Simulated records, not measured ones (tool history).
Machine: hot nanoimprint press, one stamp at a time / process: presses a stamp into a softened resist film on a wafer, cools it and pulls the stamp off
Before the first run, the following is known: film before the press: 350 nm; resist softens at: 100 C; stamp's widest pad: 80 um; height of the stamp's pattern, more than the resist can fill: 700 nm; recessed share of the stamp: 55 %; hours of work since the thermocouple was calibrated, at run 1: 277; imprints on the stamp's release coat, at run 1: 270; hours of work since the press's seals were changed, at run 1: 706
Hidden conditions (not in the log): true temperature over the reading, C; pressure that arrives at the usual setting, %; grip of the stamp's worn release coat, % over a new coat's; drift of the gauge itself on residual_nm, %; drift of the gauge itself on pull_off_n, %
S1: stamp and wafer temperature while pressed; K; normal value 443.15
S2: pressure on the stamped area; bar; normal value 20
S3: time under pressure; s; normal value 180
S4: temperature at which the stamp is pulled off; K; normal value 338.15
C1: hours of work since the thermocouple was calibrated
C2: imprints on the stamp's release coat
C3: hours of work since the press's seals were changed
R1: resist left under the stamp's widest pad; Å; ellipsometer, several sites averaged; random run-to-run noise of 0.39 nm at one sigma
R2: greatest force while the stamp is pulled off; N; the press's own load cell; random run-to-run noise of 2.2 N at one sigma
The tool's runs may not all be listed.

{"run": 1, "hour": 0.0, "S1": 443.15, "S2": 20, "S3": 180, "S4": 338.15, "C1": 277, "C2": 270, "C3": 706, "R1": 1621, "R2": 106}
{"run": 2, "hour": 58.2, "S1": 443.15, "S2": 20, "S3": 180, "S4": 338.15, "C1": 308, "C2": 460, "C3": 736, "R1": 1616, "R2": 110}
{"run": 3, "hour": 120.1, "S1": 443.15, "S2": 18.5, "S3": 180, "S4": 338.15, "C1": 340, "C2": 661, "C3": 769, "R1": 1682, "R2": 120}
{"hour": 172.4, "done": "press's hydraulic seals changed and the load cell set to zero"}
{"run": 4, "hour": 193.4, "S1": 443.15, "S2": 18.5, "S3": 180, "S4": 338.15, "C1": 374, "C2": 874, "C3": 11, "R1": 1622, "R2": 126}
{"hour": 226.5, "done": "plate thermocouple calibrated"}
{"run": 5, "hour": 252.1, "S1": 443.15, "S2": 20, "S3": 180, "S4": 336.15, "C1": 13, "C2": 1055, "C3": 40, "R1": 1644, "R2": 136}
{"run": 6, "hour": 339.2, "S1": 443.15, "S2": 20, "S3": 180, "S4": 336.15, "C1": 59, "C2": 1338, "C3": 86, "R1": 1630, "R2": 148}
{"run": 7, "hour": 419.4, "S1": 443.15, "S2": 20, "S3": 180, "S4": 336.15, "C1": 101, "C2": 1600, "C3": 128, "R1": 1617, "R2": 154}
{"run": 8, "hour": 456.0, "S1": 443.15, "S2": 20, "S3": 180, "S4": 336.15, "C1": 120, "C2": 1719, "C3": 147, "R1": 1622, "R2": 158}
{"run": 9, "hour": 512.7, "S1": 443.15, "S2": 20, "S3": 180, "S4": 336.15, "C1": 150, "C2": 1903, "C3": 176, "R1": 1609, "R2": 171}
{"run": 10, "hour": 594.9, "S1": 443.15, "S2": 20, "S3": 180, "S4": 336.15, "C1": 193, "C2": 2171, "C3": 219, "R1": 1603, "R2": 188}
{"hour": 612.7, "done": "stamp cleaned and given a new release coat"}
{"run": 11, "hour": 637.7, "S1": 443.15, "S2": 20, "S3": 180, "S4": 336.15, "C1": 212, "C2": 82, "C3": 239, "R1": 1602, "R2": 104}
{"run": 12, "hour": 720.4, "S1": 443.15, "S2": 20, "S3": 180, "S4": 336.15, "C1": 255, "C2": 351, "C3": 282, "R1": 1594, "R2": 107}
{"run": 13, "hour": 766.7, "S1": 443.15, "S2": 20, "S3": 180, "S4": 338.15, "C1": 279, "C2": 501, "C3": 306, "R1": 1590, "R2": 116}
{"run": 14, "hour": 833.0, "S1": 443.15, "S2": 20, "S3": 180, "S4": 338.15, "C1": 314, "C2": 717, "C3": 341, "R1": 1582, "R2": 124}
{"run": 15, "hour": 880.1, "S1": 443.15, "S2": 20, "S3": 180, "S4": 338.15, "C1": 339, "C2": 871, "C3": 365, "R1": 1587, "R2": 122}
{"run": 16, "hour": 936.1, "S1": 443.15, "S2": 20, "S3": 180, "S4": 333.15, "C1": 368, "C2": 1053, "C3": 395, "R1": 1572, "R2": 135}
{"hour": 980.5, "done": "plate thermocouple calibrated"}
{"run": 17, "hour": 999.6, "S1": 443.15, "S2": 20, "S3": 184, "S4": 327.15, "C1": 10, "C2": 1250, "C3": 426, "R1": 1656, "R2": 155}
{"run": 18, "hour": 1062.6, "S1": 454.15, "S2": 31.3, "S3": 253, "S4": 336.15, "C1": 43, "C2": 1455, "C3": 459, "R1": 787, "R2": 157}
{"run": 19, "hour": 1103.4, "S1": 434.15, "S2": 23.8, "S3": 294, "S4": 323.15, "C1": 64, "C2": 1588, "C3": 481, "R1": 1802, "R2": 168}
{"run": 20, "hour": 1192.5, "S1": 442.15, "S2": 20, "S3": 180, "S4": 331.15, "C1": 111, "C2": 1878, "C3": 527, "R1": 1709, "R2": 173}
{"run": 21, "hour": 1252.5, "S1": 442.15, "S2": 20, "S3": 180, "S4": 331.15, "C1": 142, "C2": 2073, "C3": 559, "R1": 1706, "R2": 174}
{"hour": 1303.2, "done": "stamp cleaned and given a new release coat"}
{"run": 22, "hour": 1317.9, "S1": 447.15, "S2": 16.2, "S3": 180, "S4": 331.15, "C1": 173, "C2": 48, "C3": 590, "R1": 1600, "R2": 106}
{"run": 23, "hour": 1376.3, "S1": 443.15, "S2": 22.7, "S3": 113, "S4": 336.15, "C1": 204, "C2": 238, "C3": 620, "R1": 1782, "R2": 110}
{"run": 24, "hour": 1439.4, "S1": 443.15, "S2": 22.7, "S3": 113, "S4": 336.15, "C1": 237, "C2": 443, "C3": 653, "R1": 1779, "R2": 118}
{"run": 25, "hour": 1516.5, "S1": 436.15, "S2": 22.7, "S3": 113, "S4": 328.15, "C1": 277, "C2": 694, "C3": 694, "R1": 2215, "R2": 128}
{"run": 26, "hour": 1571.9, "S1": 436.15, "S2": 22.7, "S3": 113, "S4": 328.15, "C1": 306, "C2": 875, "C3": 723, "R1": 2206, "R2": 138}
{"run": 27, "hour": 1630.9, "S1": 436.15, "S2": 19.9, "S3": 113, "S4": 328.15, "C1": 337, "C2": 1067, "C3": 753, "R1": 2308, "R2": 144}
{"run": 28, "hour": 1681.6, "S1": 451.15, "S2": 23.4, "S3": 180, "S4": 338.15, "C1": 364, "C2": 1232, "C3": 780, "R1": 1123, "R2": 138}
{"hour": 1706.5, "done": "press's hydraulic seals changed and the load cell set to zero"}
{"hour": 1743.9, "done": "plate thermocouple calibrated"}
{"run": 29, "hour": 1756.4, "S1": 451.15, "S2": 23.4, "S3": 180, "S4": 338.15, "C1": 7, "C2": 1440, "C3": 25, "R1": 1132, "R2": 153}
{"run": 30, "hour": 1829.6, "S1": 451.15, "S2": 23.4, "S3": 180, "S4": 338.15, "C1": 45, "C2": 1678, "C3": 63, "R1": 1123, "R2": 158}

Describe how what the log doesn't record of the tool's condition differs between the last listed run preceding each entry between runs and the first listed run following it.
After run 3, before run 4: press's hydraulic seals changed and the load cell set to zero (hour 172.4)
  true temperature over the reading, C: 1.35 -> 1.52; pressure that arrives at the usual setting, %: 94.02 -> 99.68; grip of the stamp's worn release coat, % over a new coat's: 22.9 -> 30.5
  measured minus no-state result, R1: -25 -> -84 Å; R2: +22 -> +29 N
After run 4, before run 5: plate thermocouple calibrated (hour 226.5)
  true temperature over the reading, C: 1.52 -> -0.06; pressure that arrives at the usual setting, %: 99.68 -> 99.45; grip of the stamp's worn release coat, % over a new coat's: 30.5 -> 37.1
  measured minus no-state result, R1: -84 -> +8 Å; R2: +29 -> +36 N
After run 10, before run 11: stamp cleaned and given a new release coat (hour 612.7)
  true temperature over the reading, C: 0.79 -> 0.88; pressure that arrives at the usual setting, %: 97.96 -> 97.8; grip of the stamp's worn release coat, % over a new coat's: 79.7 -> 2.8
  measured minus no-state result, R1: -26 -> -29 Å; R2: +83 -> +2 N
After run 16, before run 17: plate thermocouple calibrated (hour 980.5)
  true temperature over the reading, C: 1.63 -> -0.11; pressure that arrives at the usual setting, %: 96.47 -> 96.21; grip of the stamp's worn release coat, % over a new coat's: 37 -> 44.3
  measured minus no-state result, R1: -59 -> +41 Å; R2: +36 -> +48 N
After run 21, before run 22: stamp cleaned and given a new release coat (hour 1303.2)
  true temperature over the reading, C: 0.52 -> 0.66; pressure that arrives at the usual setting, %: 95.07 -> 94.81; grip of the stamp's worn release coat, % over a new coat's: 75.9 -> 1.6
  measured minus no-state result, R1: +16 -> +4 Å; R2: +74 -> +2 N
After run 28, before run 29: press's hydraulic seals changed and the load cell set to zero (hour 1706.5); plate thermocouple calibrated (hour 1743.9)
  true temperature over the reading, C: 1.58 -> 0; pressure that arrives at the usual setting, %: 93.13 -> 99.88; grip of the stamp's worn release coat, % over a new coat's: 43.7 -> 51.4
  measured minus no-state result, R1: -4 -> +2 Å; R2: +41 -> +52 N

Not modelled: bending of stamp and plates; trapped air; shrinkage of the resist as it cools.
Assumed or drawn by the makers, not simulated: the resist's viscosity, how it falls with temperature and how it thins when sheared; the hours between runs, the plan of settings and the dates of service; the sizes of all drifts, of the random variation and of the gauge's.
